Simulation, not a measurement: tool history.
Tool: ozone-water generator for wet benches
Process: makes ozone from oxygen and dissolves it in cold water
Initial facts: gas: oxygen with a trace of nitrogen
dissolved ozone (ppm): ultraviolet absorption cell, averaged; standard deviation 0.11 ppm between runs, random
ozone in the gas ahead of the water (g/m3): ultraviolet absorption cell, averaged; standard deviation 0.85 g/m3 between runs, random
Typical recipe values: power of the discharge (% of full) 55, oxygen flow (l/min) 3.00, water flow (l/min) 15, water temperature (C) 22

run	day	power of the discharge (% of full)	oxygen flow (l/min)	water flow (l/min)	water temperature (C)	dissolved ozone (ppm)	ozone in the gas ahead of the water (g/m3)
1	0.000	55	3.00	15	22	8.8	138.4
2	4.983	55	3.00	15	22	8.8	137.2
3	7.704	55	3.20	15	22	8.9	134.3
4	12.221	55	3.20	15	22	8.7	132.6
5	16.967	55	3.20	15	22	8.8	133.4
6	20.133	55	3.00	15	29	7.8	138.0
7	25.425	55	3.00	15	29	7.8	135.7
8	30.067	55	3.00	15	29	7.8	136.1
9	35.175	55	3.00	15	29	7.7	135.2
10	39.979	55	3.00	13	29	8.8	135.0
11	45.300	55	3.00	15	22	8.5	136.3
# day 47.467: contactor cleaned
12	48.388	55	3.00	15	22	9.2	135.4
13	51.671	55	3.00	15	22	8.8	134.2
14	54.733	55	3.00	15	22	9.0	135.4
15	59.817	55	3.00	9	22	13.9	134.4
16	62.167	55	3.00	15	22	9.1	134.2
17	64.646	55	3.00	15	22	8.9	135.2
18	69.875	73	2.61	13	29	10.6	168.4
19	75.117	67	3.18	10	15	15.8	146.6
20	77.388	99	3.18	14	20	13.8	182.7
21	82.329	66	3.30	17	18	9.3	142.0
22	85.604	89	2.59	14	18	12.7	185.1
23	91.162	89	2.59	14	18	12.6	185.5
24	93.854	73	3.99	24	22	6.7	137.8
25	96.467	55	3.00	10	28	11.2	133.1
26	99.700	77	3.00	15	14	11.6	161.0
27	103.342	55	3.00	13	22	9.8	132.5
28	105.592	55	3.00	13	22	9.8	132.1
29	108.429	60	3.00	13	16	11.2	136.6
30	112.071	60	3.00	13	16	11.2	136.8
# day 116.138: water thermometer calibrated
31	116.171	60	3.00	13	16	11.1	137.6
32	120.233	55	1.97	10	24	11.7	157.2

Consider 3 possible next runs. They are alternatives, not a sequence: every one starts from the tool as it was left by run 32. What does each give?
A	123.121	55	1.97	11	24	?	?
B	123.121	44	1.97	15	24	?	?
C	123.121	46	2.13	10	25	?	?

run	dissolved ozone (ppm)	ozone in the gas ahead of the water (g/m3)
A	10.6	157.6
B	6.9	138.1
C	10.1	136.5
Take away the tool's hidden state, keep each run's random variation, and the runs would have read:
run	dissolved ozone (ppm)	ozone in the gas ahead of the water (g/m3)
A	11.4	166.3
B	7.4	144.5
C	10.9	143.1

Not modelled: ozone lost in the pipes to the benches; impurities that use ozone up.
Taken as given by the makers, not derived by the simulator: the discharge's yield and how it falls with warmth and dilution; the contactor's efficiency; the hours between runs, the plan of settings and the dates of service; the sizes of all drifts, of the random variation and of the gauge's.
